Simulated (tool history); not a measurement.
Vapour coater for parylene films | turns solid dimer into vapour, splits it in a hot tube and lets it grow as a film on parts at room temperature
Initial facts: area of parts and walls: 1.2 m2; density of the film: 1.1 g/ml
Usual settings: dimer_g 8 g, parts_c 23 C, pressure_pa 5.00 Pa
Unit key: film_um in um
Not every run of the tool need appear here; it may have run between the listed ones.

run	hour	dimer_g	parts_c	pressure_pa	film_um
1	0.0	8	23	5.00	4.57
2	11.9	8	23	5.00	4.61
3	31.9	8	23	5.00	4.56
4	49.6	8	23	5.00	4.51
5	75.2	8	23	5.00	4.61
6	97.6	8	23	5.00	4.55
7	122.6	8	23	5.00	4.56
8	138.1	5	23	5.00	2.80
9	153.4	5	23	5.00	2.84
10	166.8	5	23	2.40	3.03
11	185.3	5	23	2.40	2.98
12	211.9	8	23	7.66	4.20
13	228.0	8	23	7.66	4.14
14	249.6	8	23	5.00	4.38
15	276.2	8	23	5.00	4.39
# hour 279.5: table's thermometer calibrated
16	298.8	8	23	5.00	4.47
17	313.0	8	23	5.00	4.44
18	329.8	8	23	5.00	4.41
19	353.3	8	26	5.00	3.79
20	366.5	8	35	5.00	2.53
21	377.4	13	23	5.00	6.98
22	395.9	13	23	5.00	7.11
# hour 405.7: trap's valve overhauled
23	410.8	13	23	5.00	8.04
# hour 413.6: table's thermometer calibrated, once more
24	423.0	13	33	11.14	4.14
25	444.7	13	33	11.14	4.17
26	469.4	8	27	4.28	3.85
27	480.9	8	21	5.00	4.92
28	499.0	8	21	5.00	4.91
29	511.5	5	31	9.05	1.76
30	532.7	4	33	8.91	1.31
31	545.9	4	33	8.91	1.28
32	564.8	4	33	4.01	1.42
33	576.2	8	31	3.01	3.23
34	587.9	5	22	5.00	2.93
35	601.5	5	15	3.84	3.56
36	625.6	11	34	3.73	3.71
37	650.1	11	34	3.73	3.70
38	676.3	11	34	3.73	3.69
39	692.1	6	34	3.73	2.02
40	710.4	7	24	5.66	3.49
41	735.1	8	20	5.00	4.87
42	749.1	5	31	5.83	1.84
43	764.6	13	31	5.83	4.67
44	775.6	6	30	3.71	2.41
45	801.6	13	19	3.93	8.31
46	825.7	13	19	3.93	8.31

5 ways to go on from here, each from the tool as it stands after run 46. What would each give?
A	841.6	4	23	5.00	?
B	841.6	12	28	6.66	?
C	841.6	8	23	9.61	?
D	841.6	4	19	4.12	?
E	841.6	13	21	6.05	?

run	film_um
A	2.07
B	4.79
C	3.82
D	2.57
E	7.23
With no hidden state in the tool, these same runs would have given:
run	film_um
A	2.26
B	5.23
C	4.17
D	2.80
E	7.89
